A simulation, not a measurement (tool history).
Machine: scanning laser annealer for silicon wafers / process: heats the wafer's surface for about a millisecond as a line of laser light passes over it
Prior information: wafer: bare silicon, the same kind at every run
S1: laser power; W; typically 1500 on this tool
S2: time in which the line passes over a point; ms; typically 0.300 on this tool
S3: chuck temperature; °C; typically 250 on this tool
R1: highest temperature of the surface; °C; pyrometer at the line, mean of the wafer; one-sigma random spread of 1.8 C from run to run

run     day    S1     S2   S3   R1
  1   0.000  1500  0.300  250  934
  2   1.088  1500  0.241  250  871
  3   3.321  1500  0.241  250  868
  4   4.812  1500  0.241  250  872
  5   7.108  1528  0.300  250  951
  6   9.204  1500  0.300  250  932
  7  10.571  1500  0.300  250  929
  8  12.317  1500  0.300  250  931
  9  14.083  1500  0.300  250  928
 10  15.871  1500  0.300  250  928
 11  17.096  1500  0.297  239  914
 12  19.296  1422  0.272  272  878
 13  21.067  1422  0.289  288  908

What will run 14 give?
 14  22.825  1606  0.270  223   ?

R1: 921 °C
With no hidden state in the tool, this same run would have given R1 948 °C.
